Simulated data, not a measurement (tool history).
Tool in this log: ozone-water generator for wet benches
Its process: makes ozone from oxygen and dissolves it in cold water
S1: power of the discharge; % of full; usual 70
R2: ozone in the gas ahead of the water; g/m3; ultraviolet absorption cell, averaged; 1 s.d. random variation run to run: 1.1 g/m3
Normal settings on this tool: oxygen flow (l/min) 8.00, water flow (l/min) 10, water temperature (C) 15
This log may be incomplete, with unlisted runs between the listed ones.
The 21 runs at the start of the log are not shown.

{"day": 114.117, "done": "water thermometer calibrated"}
{"run": 22, "day": 117.446, "S1": 46, "oxygen flow (l/min)": 8.0, "water flow (l/min)": 10, "water temperature (C)": 15, "dissolved ozone (ppm)": 22.2, "R2": 130.6}
{"run": 23, "day": 123.388, "S1": 46, "oxygen flow (l/min)": 8.0, "water flow (l/min)": 10, "water temperature (C)": 15, "dissolved ozone (ppm)": 22.0, "R2": 131.4}
{"run": 24, "day": 127.262, "S1": 67, "oxygen flow (l/min)": 4.76, "water flow (l/min)": 10, "water temperature (C)": 21, "dissolved ozone (ppm)": 26.1, "R2": 210.4}
{"run": 25, "day": 134.346, "S1": 70, "oxygen flow (l/min)": 8.0, "water flow (l/min)": 10, "water temperature (C)": 12, "dissolved ozone (ppm)": 33.3, "R2": 184.4}
{"run": 26, "day": 142.675, "S1": 70, "oxygen flow (l/min)": 4.49, "water flow (l/min)": 10, "water temperature (C)": 10, "dissolved ozone (ppm)": 32.9, "R2": 223.9}
{"run": 27, "day": 148.838, "S1": 74, "oxygen flow (l/min)": 8.0, "water flow (l/min)": 10, "water temperature (C)": 18, "dissolved ozone (ppm)": 30.6, "R2": 195.7}
{"run": 28, "day": 152.892, "S1": 74, "oxygen flow (l/min)": 5.05, "water flow (l/min)": 11, "water temperature (C)": 18, "dissolved ozone (ppm)": 28.4, "R2": 224.7}
{"run": 29, "day": 156.462, "S1": 74, "oxygen flow (l/min)": 5.05, "water flow (l/min)": 11, "water temperature (C)": 18, "dissolved ozone (ppm)": 28.5, "R2": 225.2}
{"run": 30, "day": 160.762, "S1": 52, "oxygen flow (l/min)": 6.33, "water flow (l/min)": 6, "water temperature (C)": 7, "dissolved ozone (ppm)": 38.2, "R2": 154.6}
{"run": 31, "day": 168.833, "S1": 52, "oxygen flow (l/min)": 6.33, "water flow (l/min)": 6, "water temperature (C)": 7, "dissolved ozone (ppm)": 38.2, "R2": 156.4}
{"run": 32, "day": 172.588, "S1": 52, "oxygen flow (l/min)": 6.33, "water flow (l/min)": 6, "water temperature (C)": 7, "dissolved ozone (ppm)": 38.5, "R2": 156.4}

Predict each of these 4 candidate next runs independently; none follows another, all start after run 32:
{"run": "A", "day": 178.617, "S1": 87, "oxygen flow (l/min)": 6.33, "water flow (l/min)": 6, "water temperature (C)": 7, "dissolved ozone (ppm)": "?", "R2": "?"}
{"run": "B", "day": 178.617, "S1": 42, "oxygen flow (l/min)": 6.89, "water flow (l/min)": 6, "water temperature (C)": 11, "dissolved ozone (ppm)": "?", "R2": "?"}
{"run": "C", "day": 178.617, "S1": 99, "oxygen flow (l/min)": 8.0, "water flow (l/min)": 10, "water temperature (C)": 15, "dissolved ozone (ppm)": "?", "R2": "?"}
{"run": "D", "day": 178.617, "S1": 52, "oxygen flow (l/min)": 6.99, "water flow (l/min)": 6, "water temperature (C)": 22, "dissolved ozone (ppm)": "?", "R2": "?"}

run=A dissolved_ozone_(ppm)=59.6 R2=241.4
run=B dissolved_ozone_(ppm)=29.3 R2=126.2
run=C dissolved_ozone_(ppm)=41.8 R2=246.1
run=D dissolved_ozone_(ppm)=26.9 R2=151.5
With no hidden state in the tool, these same runs would have given:
run=A dissolved_ozone_(ppm)=59.8 R2=241.8
run=B dissolved_ozone_(ppm)=29.3 R2=126.3
run=C dissolved_ozone_(ppm)=41.9 R2=246.6
run=D dissolved_ozone_(ppm)=27.0 R2=151.6

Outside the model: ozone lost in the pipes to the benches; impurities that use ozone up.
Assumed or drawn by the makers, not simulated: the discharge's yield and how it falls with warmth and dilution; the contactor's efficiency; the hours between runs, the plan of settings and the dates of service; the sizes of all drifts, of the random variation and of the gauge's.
